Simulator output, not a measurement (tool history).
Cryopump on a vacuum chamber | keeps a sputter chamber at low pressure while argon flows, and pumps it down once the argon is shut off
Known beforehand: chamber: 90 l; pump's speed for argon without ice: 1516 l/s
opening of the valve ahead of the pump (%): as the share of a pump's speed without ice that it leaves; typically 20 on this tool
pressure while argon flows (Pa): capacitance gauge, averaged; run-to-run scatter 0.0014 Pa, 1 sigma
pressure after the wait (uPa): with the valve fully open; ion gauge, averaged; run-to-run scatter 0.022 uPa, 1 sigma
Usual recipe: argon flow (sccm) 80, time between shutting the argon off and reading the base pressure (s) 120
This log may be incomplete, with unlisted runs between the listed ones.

| run | hour | argon flow (sccm) | time between shutting the argon off and reading the base pressure (s) | opening of the valve ahead of the pump (%) | pressure while argon flows (Pa) | pressure after the wait (uPa) |
|---|---|---|---|---|---|---|
| 1 | 0.0 | 80 | 120 | 20 | 0.4482 | 0.74 |
| 2 | 34.0 | 80 | 120 | 20 | 0.4481 | 0.76 |
| 3 | 84.1 | 80 | 120 | 20 | 0.4514 | 0.78 |
| 4 | 122.9 | 80 | 120 | 20 | 0.4515 | 0.76 |
| 5 | 159.0 | 80 | 120 | 20 | 0.4531 | 0.80 |
| 6 | 183.4 | 80 | 120 | 20 | 0.4521 | 0.77 |
| 7 | 237.8 | 80 | 120 | 20 | 0.4530 | 0.83 |
| 8 | 276.6 | 80 | 120 | 20 | 0.4551 | 0.82 |
| 9 | 304.8 | 80 | 120 | 20 | 0.4533 | 0.79 |
| 10 | 335.2 | 80 | 120 | 20 | 0.4559 | 0.80 |
| 11 | 389.1 | 80 | 120 | 20 | 0.4573 | 0.89 |
| 12 | 416.5 | 80 | 120 | 20 | 0.4565 | 0.85 |
| 13 | 458.1 | 80 | 120 | 20 | 0.4611 | 0.81 |
| 14 | 483.9 | 80 | 120 | 20 | 0.4574 | 0.84 |
| 15 | 526.6 | 80 | 120 | 20 | 0.4606 | 0.89 |
| 16 | 564.6 | 80 | 120 | 20 | 0.4602 | 0.93 |
| 17 | 612.0 | 80 | 120 | 20 | 0.4640 | 0.97 |
| 18 | 648.0 | 102 | 245 | 20 | 0.5897 | 0.74 |
| 19 | 693.3 | 136 | 120 | 17 | 0.9279 | 0.94 |
|  | 722.7 | pump warmed up, emptied and cooled again |
| 20 | 726.9 | 136 | 120 | 17 | 0.8958 | 0.86 |
| 21 | 784.5 | 40 | 37 | 35 | 0.1283 | 1.71 |
| 22 | 843.5 | 40 | 37 | 35 | 0.1286 | 1.71 |
| 23 | 893.2 | 59 | 119 | 20 | 0.3322 | 0.93 |
| 24 | 936.1 | 49 | 161 | 30 | 0.1867 | 0.82 |
| 25 | 983.0 | 68 | 120 | 57 | 0.1388 | 0.95 |
| 26 | 1017.9 | 68 | 120 | 57 | 0.1400 | 0.99 |
| 27 | 1066.8 | 68 | 120 | 48 | 0.1653 | 0.96 |
| 28 | 1110.6 | 63 | 60 | 48 | 0.1554 | 1.34 |
| 29 | 1139.9 | 87 | 59 | 48 | 0.2151 | 1.38 |
| 30 | 1177.6 | 87 | 59 | 48 | 0.2159 | 1.40 |
| 31 | 1205.7 | 87 | 59 | 42 | 0.2458 | 1.38 |
| 32 | 1241.7 | 87 | 59 | 42 | 0.2461 | 1.39 |
| 33 | 1292.0 | 87 | 59 | 42 | 0.2477 | 1.40 |

Same runs, no hidden state in the tool, same run-to-run variation:
Unlogged tool condition in this case: pump's speed, % of a pump's without ice; cold plate's temperature, K; leak into the chamber, uPa l/s; drift of the gauge itself on working_pa, %; drift of the gauge itself on base_upa, %.
| run | pressure while argon flows (Pa) | pressure after the wait (uPa) |
|---|---|---|
| 1 | 0.4459 | 0.59 |
| 2 | 0.4450 | 0.60 |
| 3 | 0.4473 | 0.61 |
| 4 | 0.4466 | 0.58 |
| 5 | 0.4473 | 0.61 |
| 6 | 0.4458 | 0.57 |
| 7 | 0.4454 | 0.61 |
| 8 | 0.4466 | 0.60 |
| 9 | 0.4442 | 0.56 |
| 10 | 0.4461 | 0.57 |
| 11 | 0.4461 | 0.64 |
| 12 | 0.4446 | 0.58 |
| 13 | 0.4479 | 0.53 |
| 14 | 0.4437 | 0.55 |
| 15 | 0.4457 | 0.59 |
| 16 | 0.4444 | 0.61 |
| 17 | 0.4469 | 0.63 |
| 18 | 0.5666 | 0.40 |
| 19 | 0.8947 | 0.58 |
| 20 | 0.8931 | 0.59 |
| 21 | 0.1268 | 1.42 |
| 22 | 0.1265 | 1.41 |
| 23 | 0.3282 | 0.61 |
| 24 | 0.1828 | 0.49 |
| 25 | 0.1326 | 0.60 |
| 26 | 0.1331 | 0.62 |
| 27 | 0.1573 | 0.58 |
| 28 | 0.1471 | 0.96 |
| 29 | 0.2027 | 0.98 |
| 30 | 0.2025 | 0.99 |
| 31 | 0.2315 | 0.96 |
| 32 | 0.2309 | 0.95 |
| 33 | 0.2311 | 0.95 |
